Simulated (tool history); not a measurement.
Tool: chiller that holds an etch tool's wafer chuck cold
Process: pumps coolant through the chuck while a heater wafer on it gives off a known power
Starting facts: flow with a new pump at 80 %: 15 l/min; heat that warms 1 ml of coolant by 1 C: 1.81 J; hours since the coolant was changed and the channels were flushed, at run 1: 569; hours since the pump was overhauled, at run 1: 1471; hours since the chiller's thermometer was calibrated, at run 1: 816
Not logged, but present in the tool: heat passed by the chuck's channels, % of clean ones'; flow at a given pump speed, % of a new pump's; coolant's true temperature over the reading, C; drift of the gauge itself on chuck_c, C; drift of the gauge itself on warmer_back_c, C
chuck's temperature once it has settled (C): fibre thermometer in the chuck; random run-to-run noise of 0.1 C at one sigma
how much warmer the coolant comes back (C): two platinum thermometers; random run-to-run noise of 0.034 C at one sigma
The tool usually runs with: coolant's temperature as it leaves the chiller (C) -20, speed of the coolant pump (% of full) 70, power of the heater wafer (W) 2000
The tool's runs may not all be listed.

| run | day | coolant's temperature as it leaves the chiller (C) | speed of the coolant pump (% of full) | power of the heater wafer (W) | hours since the coolant was changed and the channels were flushed | hours since the pump was overhauled | hours since the chiller's thermometer was calibrated | chuck's temperature once it has settled (C) | how much warmer the coolant comes back (C) |
|---|---|---|---|---|---|---|---|---|---|
| 1 | 0.000 | -20 | 70 | 2000 | 569 | 1471 | 816 | 5.8 | 5.34 |
| 2 | 0.862 | -20 | 70 | 1162 | 590 | 1491 | 837 | -4.9 | 3.13 |
| 3 | 1.996 | -12 | 70 | 1162 | 617 | 1519 | 864 | 2.9 | 3.06 |
| 4 | 4.092 | -12 | 70 | 1162 | 667 | 1569 | 914 | 3.0 | 3.04 |
| 5 | 5.392 | -12 | 70 | 1162 | 698 | 1600 | 945 | 3.1 | 3.09 |
| 6 | 7.392 | -20 | 70 | 2000 | 746 | 1648 | 993 | 5.9 | 5.29 |
| 7 | 8.717 | -15 | 70 | 2000 | 778 | 1680 | 1025 | 11.1 | 5.34 |
| 8 | 9.679 | -20 | 70 | 2000 | 801 | 1703 | 1048 | 6.1 | 5.32 |
| 9 | 10.562 | -20 | 70 | 2000 | 823 | 1724 | 1069 | 6.2 | 5.27 |
|  | 10.862 | coolant pump overhauled |
| 10 | 11.921 | -25 | 63 | 2504 | 850 | 25 | 1097 | 10.5 | 7.52 |
| 11 | 13.458 | -25 | 63 | 2504 | 887 | 62 | 1134 | 10.6 | 7.55 |
| 12 | 14.679 | -20 | 70 | 1587 | 916 | 92 | 1163 | 0.8 | 4.23 |
| 13 | 16.679 | -20 | 70 | 1587 | 964 | 140 | 1211 | 0.9 | 4.20 |
| 14 | 18.288 | -20 | 89 | 1546 | 1003 | 178 | 1250 | -3.0 | 3.13 |
|  | 19.304 | coolant pump overhauled, once more |
| 15 | 19.629 | -20 | 70 | 1479 | 1030 | 8 | 1277 | -1.0 | 3.88 |
| 16 | 20.708 | -17 | 70 | 2636 | 1056 | 34 | 1303 | 16.9 | 6.76 |
| 17 | 22.483 | -20 | 70 | 1463 | 1099 | 76 | 1345 | -1.5 | 3.73 |

What would each run have given without the hidden state, its run-to-run variation left as it was?
| run | chuck's temperature once it has settled (C) | how much warmer the coolant comes back (C) |
|---|---|---|
| 1 | 5.3 | 5.21 |
| 2 | -5.1 | 3.05 |
| 3 | 2.6 | 2.98 |
| 4 | 2.7 | 2.95 |
| 5 | 2.8 | 3.00 |
| 6 | 5.3 | 5.13 |
| 7 | 10.5 | 5.18 |
| 8 | 5.5 | 5.16 |
| 9 | 5.5 | 5.11 |
| 10 | 9.4 | 7.24 |
| 11 | 9.5 | 7.27 |
| 12 | 0.2 | 4.07 |
| 13 | 0.3 | 4.04 |
| 14 | -3.5 | 3.01 |
| 15 | -1.1 | 3.88 |
| 16 | 16.7 | 6.77 |
| 17 | -1.6 | 3.73 |
